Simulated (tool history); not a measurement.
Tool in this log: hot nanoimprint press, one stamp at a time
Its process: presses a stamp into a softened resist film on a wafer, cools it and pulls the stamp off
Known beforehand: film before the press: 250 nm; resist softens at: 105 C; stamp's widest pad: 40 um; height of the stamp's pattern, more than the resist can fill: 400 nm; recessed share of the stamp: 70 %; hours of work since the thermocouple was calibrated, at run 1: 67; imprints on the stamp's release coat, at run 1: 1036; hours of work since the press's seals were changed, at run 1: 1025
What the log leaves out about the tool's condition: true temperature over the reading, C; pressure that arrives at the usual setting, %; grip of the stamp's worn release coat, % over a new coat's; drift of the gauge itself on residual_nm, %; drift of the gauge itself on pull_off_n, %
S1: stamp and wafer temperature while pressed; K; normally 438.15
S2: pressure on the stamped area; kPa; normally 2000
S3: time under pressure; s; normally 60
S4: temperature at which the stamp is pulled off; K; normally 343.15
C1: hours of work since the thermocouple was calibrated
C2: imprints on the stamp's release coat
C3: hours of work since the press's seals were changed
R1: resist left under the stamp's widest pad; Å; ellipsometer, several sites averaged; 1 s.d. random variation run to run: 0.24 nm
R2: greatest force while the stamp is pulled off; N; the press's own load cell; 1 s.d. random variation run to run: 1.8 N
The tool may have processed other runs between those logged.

run 1 hour=0.0 | S1=438.15 S2=2000 S3=60 S4=343.15 | C1=67 C2=1036 C3=1025 | R1=1200 R2=215
run 2 hour=25.0 | S1=438.15 S2=2000 S3=60 S4=343.15 | C1=85 C2=1116 C3=1043 | R1=1199 R2=215
run 3 hour=57.8 | S1=438.15 S2=2000 S3=60 S4=343.15 | C1=108 C2=1221 C3=1066 | R1=1196 R2=217
run 4 hour=115.7 | S1=438.15 S2=2000 S3=60 S4=343.15 | C1=149 C2=1407 C3=1107 | R1=1190 R2=218
-- hour=164.9 press's hydraulic seals changed and the load cell set to zero
run 5 hour=175.5 | S1=438.15 S2=2820 S3=60 S4=343.15 | C1=186 C2=1574 C3=8 | R1=960 R2=225
-- hour=199.9 stamp cleaned and given a new release coat
run 6 hour=238.0 | S1=438.15 S2=2820 S3=60 S4=343.15 | C1=226 C2=122 C3=48 | R1=960 R2=190
run 7 hour=281.6 | S1=438.15 S2=2820 S3=60 S4=343.15 | C1=257 C2=263 C3=79 | R1=956 R2=193
run 8 hour=309.4 | S1=438.15 S2=2820 S3=60 S4=343.15 | C1=277 C2=352 C3=98 | R1=953 R2=194
run 9 hour=342.6 | S1=438.15 S2=2820 S3=60 S4=343.15 | C1=300 C2=458 C3=122 | R1=948 R2=198
run 10 hour=380.5 | S1=449.15 S2=1430 S3=38 S4=335.15 | C1=327 C2=580 C3=149 | R1=1039 R2=234
-- hour=394.6 plate thermocouple calibrated
run 11 hour=433.2 | S1=449.15 S2=1430 S3=38 S4=335.15 | C1=27 C2=740 C3=184 | R1=1081 R2=244
run 12 hour=477.2 | S1=449.15 S2=1430 S3=38 S4=335.15 | C1=59 C2=881 C3=215 | R1=1073 R2=249
run 13 hour=509.1 | S1=449.15 S2=1430 S3=38 S4=335.15 | C1=81 C2=984 C3=238 | R1=1075 R2=250
run 14 hour=564.8 | S1=438.15 S2=2870 S3=71 S4=329.15 | C1=121 C2=1163 C3=278 | R1=916 R2=283
run 15 hour=596.8 | S1=444.15 S2=2870 S3=99 S4=346.15 | C1=144 C2=1265 C3=300 | R1=615 R2=203
run 16 hour=642.1 | S1=444.15 S2=2870 S3=99 S4=346.15 | C1=176 C2=1411 C3=332 | R1=616 R2=206

What differs in the tool's unlogged condition from the final listed run ahead of each entry between runs to the first listed run following it?
Logged between run 4 and run 5: press's hydraulic seals changed and the load cell set to zero (hour 164.9)
  true temperature over the reading, C: 0.66 -> 0.81; pressure that arrives at the usual setting, %: 92.26 -> 100.07; grip of the stamp's worn release coat, % over a new coat's: 17.1 -> 19.2
  the result without the hidden state subtracted from the measured one, R1: +14 -> -34 Å; R2: +29 -> +32 N
Logged between run 5 and run 6: stamp cleaned and given a new release coat (hour 199.9)
  true temperature over the reading, C: 0.81 -> 1; pressure that arrives at the usual setting, %: 100.07 -> 99.8; grip of the stamp's worn release coat, % over a new coat's: 19.2 -> 1.4
  the result without the hidden state subtracted from the measured one, R1: -34 -> -40 Å; R2: +32 -> -1 N
Logged between run 10 and run 11: plate thermocouple calibrated (hour 394.6)
  true temperature over the reading, C: 1.46 -> 0.25; pressure that arrives at the usual setting, %: 99.04 -> 98.79; grip of the stamp's worn release coat, % over a new coat's: 6.9 -> 8.9
  the result without the hidden state subtracted from the measured one, R1: -50 -> -4 Å; R2: +9 -> +19 N

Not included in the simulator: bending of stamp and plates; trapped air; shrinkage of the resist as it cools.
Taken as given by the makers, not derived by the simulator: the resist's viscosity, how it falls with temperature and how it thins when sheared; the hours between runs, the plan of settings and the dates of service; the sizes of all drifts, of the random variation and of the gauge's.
